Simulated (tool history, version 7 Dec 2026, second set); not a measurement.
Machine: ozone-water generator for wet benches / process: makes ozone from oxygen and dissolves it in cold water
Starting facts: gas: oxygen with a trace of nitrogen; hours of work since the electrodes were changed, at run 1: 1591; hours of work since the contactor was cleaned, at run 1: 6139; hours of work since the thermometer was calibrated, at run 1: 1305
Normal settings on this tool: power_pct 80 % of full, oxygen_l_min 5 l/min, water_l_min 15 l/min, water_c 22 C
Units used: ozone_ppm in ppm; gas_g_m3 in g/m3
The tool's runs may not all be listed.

| run | hour | power_pct | oxygen_l_min | water_l_min | water_c | hours of work since the electrodes were changed | hours of work since the contactor was cleaned | hours of work since the thermometer was calibrated | ozone_ppm | gas_g_m3 |
|---|---|---|---|---|---|---|---|---|---|---|
| 1 | 0 | 80 | 5 | 15 | 22 | 1591 | 6139 | 1305 | 32.4 | 293.1 |
| 2 | 28.9 | 80 | 5 | 15 | 22 | 1617 | 6165 | 1332 | 32.6 | 294.1 |
| 3 | 57.1 | 80 | 5 | 15 | 22 | 1643 | 6191 | 1357 | 32.6 | 297.3 |
| 4 | 95.6 | 80 | 5 | 15 | 22 | 1678 | 6226 | 1392 | 32.5 | 293.4 |
| 5 | 122.9 | 45 | 5 | 15 | 22 | 1703 | 6250 | 1417 | 21.8 | 193.6 |
| 6 | 142.9 | 45 | 5 | 15 | 22 | 1721 | 6268 | 1435 | 21.6 | 195.2 |
| 7 | 163.8 | 45 | 5 | 15 | 22 | 1740 | 6287 | 1454 | 21.7 | 194.5 |
| 8 | 193.6 | 45 | 5 | 15 | 22 | 1767 | 6314 | 1481 | 21.5 | 193.7 |
| 9 | 235.2 | 45 | 5 | 15 | 22 | 1804 | 6352 | 1519 | 21.7 | 194 |
| 10 | 276.6 | 45 | 5 | 15 | 22 | 1842 | 6390 | 1556 | 21.5 | 191.4 |
| 11 | 295.5 | 45 | 5 | 18 | 22 | 1859 | 6407 | 1573 | 18.5 | 194.4 |
| 12 | 332 | 99 | 5 | 18 | 22 | 1892 | 6440 | 1606 | 32.2 | 340.2 |
| 13 | 372.3 | 99 | 5 | 18 | 22 | 1929 | 6476 | 1643 | 32.4 | 338.7 |
| 14 | 394.9 | 80 | 5 | 15 | 22 | 1949 | 6497 | 1663 | 32.7 | 292 |
| 15 | 421.2 | 80 | 5 | 15 | 22 | 1973 | 6521 | 1687 | 32.3 | 291.8 |
| 16 | 458.5 | 80 | 5 | 15 | 22 | 2007 | 6554 | 1721 | 32.7 | 293.6 |
| 17 | 490.6 | 80 | 2.84 | 15 | 22 | 2036 | 6584 | 1750 | 29.7 | 350.2 |
| 18 | 518.8 | 80 | 4.66 | 18 | 22 | 2061 | 6609 | 1776 | 27.6 | 294.5 |
| 19 | 538.1 | 92 | 5 | 15 | 22 | 2079 | 6627 | 1793 | 35.8 | 322.2 |
| 20 | 566.8 | 82 | 3.26 | 15 | 23 | 2105 | 6653 | 1819 | 30.5 | 341.8 |
| 21 | 601.5 | 82 | 3.26 | 15 | 23 | 2136 | 6684 | 1850 | 30.6 | 341.3 |
| 22 | 627.9 | 82 | 3.26 | 15 | 23 | 2160 | 6708 | 1874 | 30.4 | 341.4 |
| 23 | 666.9 | 90 | 5 | 15 | 21 | 2196 | 6743 | 1910 | 35.9 | 311.4 |
| 24 | 713.9 | 80 | 5 | 15 | 16 | 2238 | 6786 | 1952 | 36.2 | 286.9 |
| 25 | 742.2 | 57 | 8.95 | 13 | 21 | 2264 | 6812 | 1978 | 29.6 | 184.6 |
| 26 | 777 | 80 | 7.81 | 15 | 22 | 2295 | 6843 | 2009 | 33.8 | 244.1 |
| 27 | 797 | 47 | 5.16 | 15 | 22 | 2314 | 6861 | 2028 | 22.6 | 194.1 |
| 28 | 820.9 | 42 | 3.53 | 13 | 15 | 2335 | 6883 | 2049 | 24.4 | 204.7 |
| 29 | 840.4 | 90 | 8.25 | 15 | 15 | 2353 | 6901 | 2067 | 42.4 | 262.9 |
| 30 | 867.4 | 90 | 8.25 | 15 | 15 | 2377 | 6925 | 2091 | 41.7 | 262.7 |
| 31 | 907.4 | 80 | 2.59 | 15 | 20 | 2414 | 6961 | 2128 | 29.3 | 358.8 |
| 32 | 951.1 | 80 | 2.59 | 15 | 20 | 2453 | 7001 | 2167 | 29.4 | 357 |
| 33 | 981.2 | 80 | 2.59 | 15 | 20 | 2480 | 7028 | 2195 | 29.5 | 357.2 |

Below are 4 alternative next runs, each starting from the tool's condition after run 33. Predict each:
| A | 1006.5 | 62 | 3.37 | 13 | 22 | 2503 | 7051 | 2218 | ? | ? |
| B | 1006.5 | 80 | 5 | 15 | 25 | 2503 | 7051 | 2218 | ? | ? |
| C | 1006.5 | 91 | 2.59 | 17 | 20 | 2503 | 7051 | 2218 | ? | ? |
| D | 1006.5 | 63 | 5 | 16 | 18 | 2503 | 7051 | 2218 | ? | ? |

| run | ozone_ppm | gas_g_m3 |
|---|---|---|
| A | 28.9 | 274.3 |
| B | 30.4 | 287.6 |
| C | 28.4 | 390.6 |
| D | 27.9 | 240.5 |
Had the tool no hidden state, the same runs would have come out as:
| run | ozone_ppm | gas_g_m3 |
|---|---|---|
| A | 29 | 282.1 |
| B | 30.4 | 295.7 |
| C | 28.4 | 401.8 |
| D | 28 | 247.3 |

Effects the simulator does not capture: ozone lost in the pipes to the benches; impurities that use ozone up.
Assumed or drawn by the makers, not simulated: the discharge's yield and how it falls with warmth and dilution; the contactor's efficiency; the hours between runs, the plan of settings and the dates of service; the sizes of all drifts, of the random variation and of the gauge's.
